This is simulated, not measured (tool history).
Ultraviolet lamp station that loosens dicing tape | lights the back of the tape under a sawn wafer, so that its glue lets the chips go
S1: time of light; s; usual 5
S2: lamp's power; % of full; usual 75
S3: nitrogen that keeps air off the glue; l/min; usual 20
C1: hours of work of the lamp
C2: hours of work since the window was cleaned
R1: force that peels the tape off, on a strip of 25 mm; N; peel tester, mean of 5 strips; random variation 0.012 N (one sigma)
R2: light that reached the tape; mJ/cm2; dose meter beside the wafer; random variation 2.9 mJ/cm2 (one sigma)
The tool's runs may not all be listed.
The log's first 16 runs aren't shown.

| run | day | S1 | S2 | S3 | C1 | C2 | R1 | R2 |
|---|---|---|---|---|---|---|---|---|
|  | 26.271 | window cleaned of glue's vapour |
| 17 | 26.5 | 3 | 75 | 20 | 1361 | 4 | 2.453 | 185 |
| 18 | 27.496 | 5 | 75 | 20 | 1378 | 20 | 1.063 | 305 |
| 19 | 29.021 | 5 | 75 | 27 | 1404 | 46 | 0.913 | 299 |
| 20 | 30.121 | 5 | 75 | 27 | 1422 | 64 | 0.932 | 301 |
| 21 | 31.225 | 5 | 69 | 9 | 1440 | 83 | 2.011 | 271 |
| 22 | 32.288 | 3 | 97 | 25 | 1458 | 101 | 1.576 | 225 |
| 23 | 34.375 | 3 | 94 | 37 | 1493 | 135 | 1.41 | 220 |
| 24 | 35.288 | 4 | 98 | 15 | 1508 | 151 | 1.287 | 299 |
| 25 | 36.346 | 7 | 75 | 15 | 1526 | 168 | 0.699 | 402 |
| 26 | 37.979 | 5 | 75 | 10 | 1553 | 196 | 1.756 | 287 |
| 27 | 39.092 | 6 | 82 | 39 | 1572 | 214 | 0.498 | 369 |
| 28 | 40.683 | 6 | 82 | 39 | 1598 | 241 | 0.471 | 369 |
| 29 | 42.688 | 6 | 82 | 39 | 1632 | 274 | 0.501 | 367 |
| 30 | 43.996 | 6 | 82 | 39 | 1654 | 296 | 0.528 | 363 |
| 31 | 45.817 | 6 | 82 | 39 | 1684 | 327 | 0.536 | 353 |
| 32 | 47.033 | 6 | 82 | 39 | 1704 | 347 | 0.554 | 356 |
| 33 | 48.379 | 4 | 75 | 29 | 1727 | 369 | 1.731 | 216 |
| 34 | 49.883 | 6 | 71 | 21 | 1752 | 395 | 1.076 | 302 |
|  | 50.633 | lamp changed |
| 35 | 52.042 | 8 | 73 | 18 | 24 | 430 | 0.268 | 605 |
| 36 | 53.529 | 5 | 85 | 8 | 48 | 455 | 0.941 | 435 |
| 37 | 55.1 | 5 | 94 | 8 | 75 | 481 | 0.761 | 481 |
| 38 | 56.979 | 7 | 94 | 9 | 106 | 512 | 0.348 | 666 |
| 39 | 58.254 | 6 | 68 | 20 | 127 | 534 | 0.546 | 409 |

4 ways to go on from here, each from the tool as it stands after run 39. What would each give?
| A | 60.175 | 5 | 75 | 24 | 159 | 566 | ? | ? |
| B | 60.175 | 5 | 97 | 10 | 159 | 566 | ? | ? |
| C | 60.175 | 2 | 70 | 24 | 159 | 566 | ? | ? |
| D | 60.175 | 2 | 75 | 39 | 159 | 566 | ? | ? |

| run | R1 | R2 |
|---|---|---|
| A | 0.621 | 375 |
| B | 0.651 | 476 |
| C | 3.197 | 141 |
| D | 2.547 | 150 |
Without the tool's hidden state the same runs would have given:
| run | R1 | R2 |
|---|---|---|
| A | 0.501 | 413 |
| B | 0.53 | 524 |
| C | 2.875 | 155 |
| D | 2.247 | 165 |
